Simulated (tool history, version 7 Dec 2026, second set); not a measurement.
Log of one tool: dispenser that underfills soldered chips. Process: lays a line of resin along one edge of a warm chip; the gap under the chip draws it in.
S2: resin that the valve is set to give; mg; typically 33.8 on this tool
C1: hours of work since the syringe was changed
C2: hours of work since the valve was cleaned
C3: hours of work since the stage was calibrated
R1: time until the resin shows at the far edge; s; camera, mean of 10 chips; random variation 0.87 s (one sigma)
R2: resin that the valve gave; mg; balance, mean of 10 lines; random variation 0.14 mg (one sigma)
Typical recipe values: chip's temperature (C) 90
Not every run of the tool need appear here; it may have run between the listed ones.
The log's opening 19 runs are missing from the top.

{"run": 20, "hour": 87.1, "chip's temperature (C)": 84, "S2": 43.1, "C1": 7, "C2": 12, "C3": 179, "R1": 143.6, "R2": 43.04}
{"run": 21, "hour": 92.5, "chip's temperature (C)": 95, "S2": 40.4, "C1": 11, "C2": 16, "C3": 183, "R1": 122.3, "R2": 39.97}
{"hour": 93.8, "done": "new syringe of resin"}
{"run": 22, "hour": 97.6, "chip's temperature (C)": 100, "S2": 40.4, "C1": 3, "C2": 19, "C3": 187, "R1": 69.3, "R2": 39.63}
{"run": 23, "hour": 103.8, "chip's temperature (C)": 90, "S2": 33.3, "C1": 7, "C2": 24, "C3": 192, "R1": 124, "R2": 32.78}
{"run": 24, "hour": 109.0, "chip's temperature (C)": 86, "S2": 32, "C1": 11, "C2": 28, "C3": 195, "R1": 174.8, "R2": 31.55}
{"hour": 110.0, "done": "new syringe of resin"}
{"run": 25, "hour": 112.6, "chip's temperature (C)": 95, "S2": 33.8, "C1": 2, "C2": 30, "C3": 198, "R1": 77.7, "R2": 33.18}
{"run": 26, "hour": 118.6, "chip's temperature (C)": 95, "S2": 33.8, "C1": 6, "C2": 35, "C3": 202, "R1": 99.4, "R2": 32.94}
{"run": 27, "hour": 123.2, "chip's temperature (C)": 103, "S2": 42.4, "C1": 10, "C2": 38, "C3": 206, "R1": 89.2, "R2": 41.68}
{"hour": 126.0, "done": "new syringe of resin"}
{"run": 28, "hour": 128.4, "chip's temperature (C)": 100, "S2": 35.6, "C1": 2, "C2": 42, "C3": 209, "R1": 69.2, "R2": 34.66}
{"run": 29, "hour": 132.5, "chip's temperature (C)": 80, "S2": 35.5, "C1": 5, "C2": 45, "C3": 213, "R1": 156.9, "R2": 34.41}
{"run": 30, "hour": 135.4, "chip's temperature (C)": 80, "S2": 37.5, "C1": 7, "C2": 47, "C3": 215, "R1": 171.9, "R2": 36.43}
{"hour": 138.4, "done": "dispensing valve cleaned and set on the balance"}
{"run": 31, "hour": 141.0, "chip's temperature (C)": 86, "S2": 36.1, "C1": 10, "C2": 2, "C3": 218, "R1": 165.8, "R2": 36.05}
{"hour": 143.2, "done": "new syringe of resin"}
{"run": 32, "hour": 145.7, "chip's temperature (C)": 78, "S2": 33.5, "C1": 2, "C2": 5, "C3": 221, "R1": 142.6, "R2": 33.22}
{"run": 33, "hour": 151.7, "chip's temperature (C)": 95, "S2": 29.5, "C1": 6, "C2": 10, "C3": 226, "R1": 103.9, "R2": 29.41}
{"run": 34, "hour": 157.2, "chip's temperature (C)": 99, "S2": 34.2, "C1": 10, "C2": 14, "C3": 230, "R1": 108.7, "R2": 33.86}
{"hour": 159.1, "done": "new syringe of resin"}
{"run": 35, "hour": 160.7, "chip's temperature (C)": 99, "S2": 34.2, "C1": 1, "C2": 16, "C3": 232, "R1": 70.1, "R2": 33.76}

3 ways to go on from here, each from the tool as it stands after run 35. What would each give?
{"run": "A", "hour": 165.0, "chip's temperature (C)": 99, "S2": 32, "C1": 4, "C2": 19, "C3": 236, "R1": "?", "R2": "?"}
{"run": "B", "hour": 165.0, "chip's temperature (C)": 96, "S2": 36.6, "C1": 4, "C2": 19, "C3": 236, "R1": "?", "R2": "?"}
{"run": "C", "hour": 165.0, "chip's temperature (C)": 103, "S2": 31.9, "C1": 4, "C2": 19, "C3": 236, "R1": "?", "R2": "?"}

run=A R1=82.4 R2=31.33
run=B R1=90 R2=36.21
run=C R1=72.1 R2=31.35
Without the tool's unlogged condition, the same runs would have read:
run=A R1=61.7 R2=31.75
run=B R1=67.4 R2=36.69
run=C R1=54.1 R2=31.77
